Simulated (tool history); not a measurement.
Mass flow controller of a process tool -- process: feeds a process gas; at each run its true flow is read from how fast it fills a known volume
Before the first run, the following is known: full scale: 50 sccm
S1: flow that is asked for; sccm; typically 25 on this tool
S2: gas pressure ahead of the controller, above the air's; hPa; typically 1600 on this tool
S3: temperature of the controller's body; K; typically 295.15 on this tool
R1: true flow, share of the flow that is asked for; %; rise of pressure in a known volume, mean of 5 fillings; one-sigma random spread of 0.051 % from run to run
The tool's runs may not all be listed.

run    hour  S1    S2      S3      R1
  1       0  25  1600  295.15   98.55
  2    70.1  25  1600  295.15    98.6
  3   123.8  25  1600  295.15   98.51
  4   222.4  25  1600  295.15   98.62
  5   266.6  25  1600  296.15   98.55
  6   367.8  25  1600  296.15   98.67
  7   462.6  25  1600  296.15   98.63
  8   527.3  25  1600  296.15   98.64
  9   594.1  25  1600  296.15   98.63
 10   677.4  25  1600  295.15   98.63
 11     738  31  1600  295.15   99.01
 12   821.9  25  1650  295.15   98.63
 13     889  25  1650  295.15    98.5
 14   979.3  25  1600  295.15   98.57
 15  1065.7  25  1600  295.15   98.66
 16  1146.9  25  1600  295.15    98.6
 17  1208.3  25  1600  295.15   98.62
 18  1255.4  25  1990  295.15    98.4
 19  1321.9  25  1990  295.15   98.49
 20  1391.8  27  1410  296.15   98.75
 21  1460.1  27  1410  296.15   98.78
 22  1509.7  25  2270  295.15   98.33
 23  1560.8  25  2270  295.15   98.38
 24  1634.6  26  1860  310.15   99.33
 25  1726.4  26  1860  295.15   98.56
 26  1789.9  26  1860  295.15   98.59
 27  1896.2  11  1820  295.15   97.74
 28  1949.2  39  2480  293.15   98.93
 29  2049.4   7  2480  309.15   97.93
 30  2157.1  39  2280  313.15  100.02
 31  2244.2  14  1600  301.15   98.42
 32  2302.8  36  2020  309.15    99.8
 33  2346.7  36  2020  309.15   99.82
 34  2440.5  16  2780  303.15   98.02
 35  2549.3  16  2780  303.15   98.11

What if the next run were any one of these 4? Each begins from the tool's condition after run 35:
  A  2631.9  38  1450  306.15   ?
  B  2631.9  25  1520  295.15   ?
  C  2631.9  41  1600  295.15   ?
  D  2631.9  25  1600  294.15   ?

run     R1
  A  99.92
  B  98.63
  C  99.48
  D  98.64
What these runs would have given with no unlogged condition in the tool:
run     R1
  A  99.92
  B  98.63
  C  99.48
  D  98.64
